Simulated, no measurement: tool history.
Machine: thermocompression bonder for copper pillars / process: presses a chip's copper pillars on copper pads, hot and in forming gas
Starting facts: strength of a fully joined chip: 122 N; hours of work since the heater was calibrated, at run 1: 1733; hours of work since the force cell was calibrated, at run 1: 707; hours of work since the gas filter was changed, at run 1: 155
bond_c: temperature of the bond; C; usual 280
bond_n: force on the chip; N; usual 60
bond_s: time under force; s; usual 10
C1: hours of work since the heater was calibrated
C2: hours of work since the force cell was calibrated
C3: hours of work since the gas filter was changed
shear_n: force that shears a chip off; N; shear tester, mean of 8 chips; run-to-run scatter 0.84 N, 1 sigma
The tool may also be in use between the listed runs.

Run 1, day 0.000: usual settings; C1 1733; C2 707; C3 155. Result: shear_n 56.6 N.
Run 2, day 1.833: usual settings but bond_s 12 s; C1 1755; C2 729; C3 177. Result: shear_n 58.6 N.
At day 2.662: forming gas filter changed.
Run 3, day 4.729: usual settings but bond_s 12 s; C1 1789; C2 763; C3 24. Result: shear_n 63.5 N.
At day 5.171: heater calibrated with a thermocouple chip.
Run 4, day 7.129: usual settings but bond_s 12 s; C1 23; C2 790; C3 52. Result: shear_n 72.6 N.
Run 5, day 9.383: usual settings but bond_s 12 s; C1 50; C2 817; C3 78. Result: shear_n 68.9 N.
Run 6, day 13.425: usual settings but bond_s 12 s; C1 97; C2 864; C3 126. Result: shear_n 68.4 N.
Run 7, day 17.354: usual settings but bond_s 26 s; C1 144; C2 911; C3 173. Result: shear_n 80.8 N.
At day 18.508: forming gas filter changed.
Run 8, day 21.296: usual settings but bond_s 26 s; C1 190; C2 957; C3 33. Result: shear_n 87.6 N.
Run 9, day 23.438: usual settings but bond_s 26 s; C1 216; C2 982; C3 58. Result: shear_n 85.0 N.
Run 10, day 25.342: usual settings but bond_s 26 s; C1 238; C2 1005; C3 81. Result: shear_n 85.0 N.
Run 11, day 28.467: usual settings but bond_s 26 s; C1 275; C2 1042; C3 118. Result: shear_n 81.3 N.
Run 12, day 31.542: usual settings but bond_s 26 s; C1 311; C2 1078; C3 154. Result: shear_n 80.9 N.
At day 34.138: forming gas filter changed.
Run 13, day 35.550: usual settings but bond_s 26 s; C1 358; C2 1125; C3 17. Result: shear_n 86.0 N.
Run 14, day 37.958: usual settings but bond_c 300 C, bond_n 52 N, bond_s 13 s; C1 387; C2 1154; C3 45. Result: shear_n 73.5 N.
Run 15, day 40.779: usual settings but bond_c 269 C, bond_n 50 N, bond_s 13 s; C1 420; C2 1187; C3 78. Result: shear_n 51.6 N.
Run 16, day 44.529: usual settings but bond_c 269 C, bond_n 78 N, bond_s 22 s; C1 464; C2 1231; C3 123. Result: shear_n 86.8 N.
Run 17, day 46.650: usual settings but bond_c 304 C, bond_n 41 N, bond_s 9 s; C1 489; C2 1256; C3 148. Result: shear_n 48.4 N.
Run 18, day 48.967: usual settings but bond_c 291 C, bond_n 71 N, bond_s 13 s; C1 517; C2 1284; C3 175. Result: shear_n 79.1 N.
At day 50.054: forming gas filter changed.
Run 19, day 52.396: usual settings but bond_c 276 C, bond_n 43 N, bond_s 6 s; C1 557; C2 1324; C3 28. Result: shear_n 35.4 N.
Run 20, day 54.479: usual settings but bond_c 275 C, bond_n 44 N, bond_s 30 s; C1 582; C2 1348; C3 52. Result: shear_n 63.3 N.
At day 57.050: force cell calibrated.
Run 21, day 57.229: usual settings but bond_c 271 C, bond_n 52 N, bond_s 30 s; C1 613; C2 2; C3 84. Result: shear_n 74.7 N.
Run 22, day 59.196: usual settings but bond_c 257 C, bond_n 65 N; C1 637; C2 25; C3 107. Result: shear_n 56.2 N.
Run 23, day 61.083: usual settings but bond_c 257 C, bond_n 65 N; C1 659; C2 48; C3 130. Result: shear_n 56.0 N.
Run 24, day 64.029: usual settings but bond_c 260 C, bond_n 80 N, bond_s 13 s; C1 694; C2 82; C3 164. Result: shear_n 73.9 N.
At day 65.871: forming gas filter changed.
Run 25, day 67.796: usual settings but bond_c 260 C, bond_n 80 N, bond_s 13 s; C1 738; C2 127; C3 23. Result: shear_n 77.7 N.

Branching from run 25: 3 alternative next runs. What would each branch give?
Run A, day 69.712: usual settings but bond_c 261 C, bond_n 80 N, bond_s 7 s; C1 761; C2 149; C3 45. Result: shear_n ?.
Run B, day 69.712: usual settings but bond_c 262 C; C1 761; C2 149; C3 45. Result: shear_n ?.
Run C, day 69.712: usual settings but bond_n 45 N; C1 761; C2 149; C3 45. Result: shear_n ?.

run  shear_n
  A     64.1
  B     54.9
  C     49.9
The same runs, with their run-to-run variation unchanged, on a tool lacking any hidden condition would have given:
run  shear_n
  A     71.3
  B     61.5
  C     56.0
